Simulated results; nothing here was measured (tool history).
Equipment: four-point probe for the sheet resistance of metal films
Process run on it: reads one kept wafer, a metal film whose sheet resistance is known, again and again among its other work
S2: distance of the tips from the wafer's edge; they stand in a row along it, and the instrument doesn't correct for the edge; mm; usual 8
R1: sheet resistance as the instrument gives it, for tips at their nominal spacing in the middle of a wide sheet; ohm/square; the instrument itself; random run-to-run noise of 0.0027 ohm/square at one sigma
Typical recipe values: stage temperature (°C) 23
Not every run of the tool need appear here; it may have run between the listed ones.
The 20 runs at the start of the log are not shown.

Run 21, hour 386.9: usual settings but S2 7 mm. Result: R1 13.435125 ohm/square.
Run 22, hour 410.5: usual settings but stage temperature (°C) 22. Result: R1 13.439087 ohm/square.
Run 23, hour 438.9: usual settings but stage temperature (°C) 22. Result: R1 13.439747 ohm/square.
Run 24, hour 462.4: usual settings but stage temperature (°C) 22. Result: R1 13.441569 ohm/square.
Run 25, hour 489.5: usual settings but stage temperature (°C) 25, S2 54 mm. Result: R1 13.341875 ohm/square.
Run 26, hour 507: usual settings but stage temperature (°C) 32, S2 15 mm. Result: R1 13.230293 ohm/square.
Run 27, hour 518.8: usual settings but stage temperature (°C) 35, S2 16 mm. Result: R1 13.179083 ohm/square.
Run 28, hour 534.8: usual settings but stage temperature (°C) 35, S2 16 mm. Result: R1 13.172822 ohm/square.
Run 29, hour 548.3: usual settings but stage temperature (°C) 35, S2 16 mm. Result: R1 13.181071 ohm/square.
Run 30, hour 575.2: usual settings but stage temperature (°C) 30. Result: R1 13.302354 ohm/square.
Run 31, hour 597.7: usual settings but stage temperature (°C) 24, S2 5 mm. Result: R1 13.46847 ohm/square.
Run 32, hour 617.3: usual settings but stage temperature (°C) 31, S2 16 mm. Result: R1 13.245127 ohm/square.
Run 33, hour 646.1: usual settings but stage temperature (°C) 26, S2 16 mm. Result: R1 13.335348 ohm/square.
Run 34, hour 660.7: usual settings but stage temperature (°C) 20, S2 17 mm. Result: R1 13.442927 ohm/square.
Run 35, hour 679.7: usual settings but stage temperature (°C) 20, S2 3 mm. Result: R1 13.750828 ohm/square.
Run 36, hour 692.4: usual settings but stage temperature (°C) 21. Result: R1 13.457818 ohm/square.
Run 37, hour 706.9: usual settings but stage temperature (°C) 26, S2 17 mm. Result: R1 13.331834 ohm/square.
Run 38, hour 729.4: usual settings but stage temperature (°C) 26, S2 3 mm. Result: R1 13.635476 ohm/square.
Run 39, hour 758.2: usual settings but stage temperature (°C) 24, S2 6 mm. Result: R1 13.440084 ohm/square.
Run 40, hour 774.8: usual settings but stage temperature (°C) 24, S2 6 mm. Result: R1 13.436625 ohm/square.
Run 41, hour 801.2: usual settings but stage temperature (°C) 24, S2 4 mm. Result: R1 13.539281 ohm/square.
Run 42, hour 829.2: usual settings but stage temperature (°C) 24, S2 4 mm. Result: R1 13.536882 ohm/square.
Run 43, hour 840.9: usual settings but stage temperature (°C) 33, S2 14 mm. Result: R1 13.212242 ohm/square.
Run 44, hour 857.6: usual settings but stage temperature (°C) 20, S2 14 mm. Result: R1 13.447771 ohm/square.

5 options for the next run, each taken on its own from the tool as it stands now. Forecast them:
Run A, hour 880.8: usual settings but stage temperature (°C) 21. Result: R1 ?.
Run B, hour 880.8: usual settings but S2 19 mm. Result: R1 ?.
Run C, hour 880.8: usual settings but stage temperature (°C) 25, S2 27 mm. Result: R1 ?.
Run D, hour 880.8: usual settings but stage temperature (°C) 19, S2 23 mm. Result: R1 ?.
Run E, hour 880.8: usual settings but stage temperature (°C) 20, S2 14 mm. Result: R1 ?.

run         R1
  A  13.456889
  B  13.381551
  C  13.339925
  D  13.454055
  E  13.446657
What these runs would have given with no unlogged condition in the tool:
run         R1
  A   13.45749
  B  13.382148
  C   13.34052
  D  13.454657
  E  13.447258

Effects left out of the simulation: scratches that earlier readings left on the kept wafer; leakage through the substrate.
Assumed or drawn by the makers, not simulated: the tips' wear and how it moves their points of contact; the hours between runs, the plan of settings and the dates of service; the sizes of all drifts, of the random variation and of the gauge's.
